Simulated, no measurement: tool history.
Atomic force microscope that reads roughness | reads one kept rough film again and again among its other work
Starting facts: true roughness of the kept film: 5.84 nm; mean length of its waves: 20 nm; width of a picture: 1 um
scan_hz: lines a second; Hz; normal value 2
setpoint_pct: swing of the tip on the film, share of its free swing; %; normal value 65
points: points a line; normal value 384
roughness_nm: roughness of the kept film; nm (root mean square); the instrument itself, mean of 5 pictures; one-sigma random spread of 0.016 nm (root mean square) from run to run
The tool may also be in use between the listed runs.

run,day,scan_hz,setpoint_pct,points,roughness_nm
1,0,2,65,384,3.109
2,1.033,2,65,384,2.626
3,2.358,2,62,384,2.217
# day 3.446: new tip fitted
4,3.446,2,62,384,3.726
5,4.754,2,62,384,2.942
6,5.521,2,65,384,2.623
7,6.596,2.21,65,384,2.224
8,7.504,2.21,65,384,1.983
# day 8.121: new tip fitted
9,8.162,2.21,85,384,3.162
10,9.012,2,65,853,3.151
11,10.075,2,65,853,2.699
12,11.417,2,88,853,1.905
13,12.438,2,65,384,1.963
# day 12.775: new tip fitted
14,13.054,2,65,384,3.416
15,13.762,2,77,384,2.831
16,15.046,2,77,384,2.32
17,15.979,1.1,65,384,2.237
18,17.029,2,65,384,1.952
# day 17.454: new tip fitted
19,17.629,2,65,384,3.546
20,18.475,2,65,384,3.035
21,19.767,2,65,324,2.514
22,20.779,2,65,324,2.22
23,21.733,2,71,344,1.911
# day 22.117: new tip fitted
24,22.721,2,71,344,3.177
25,23.967,2,81,256,2.4
26,24.75,2,81,256,2.146
27,26.058,0.89,82,406,2.051
# day 26.829: new tip fitted
28,27.117,2.47,69,803,3.444
29,28.204,2.47,69,803,2.883
30,29.225,1.65,80,803,2.356
31,30.579,3.96,65,671,2.001
# day 31.525: new tip fitted
32,31.767,3.96,65,671,3.352
33,33.083,2.26,65,572,2.844
34,33.754,0.54,79,349,2.658
35,34.608,2,83,298,2.018
36,35.333,1.38,56,298,2.2

Per-run results on a tool with no hidden state, each run keeping its own random variation:
The tool's hidden condition here consists of: radius of the tip, nm; height scale over the true one, %; drift of the gauge itself on roughness_nm, %.
run,roughness_nm
1,3.807
2,3.785
3,3.836
4,3.813
5,3.816
6,3.799
7,3.744
8,3.742
9,3.239
10,3.825
11,3.844
12,3.249
13,3.786
14,3.759
15,3.525
16,3.542
17,3.874
18,3.776
19,3.788
20,3.791
21,3.752
22,3.772
23,3.61
24,3.637
25,3.359
26,3.318
27,3.76
28,3.675
29,3.659
30,3.553
31,3.574
32,3.564
33,3.788
34,3.9
35,3.328
36,3.939
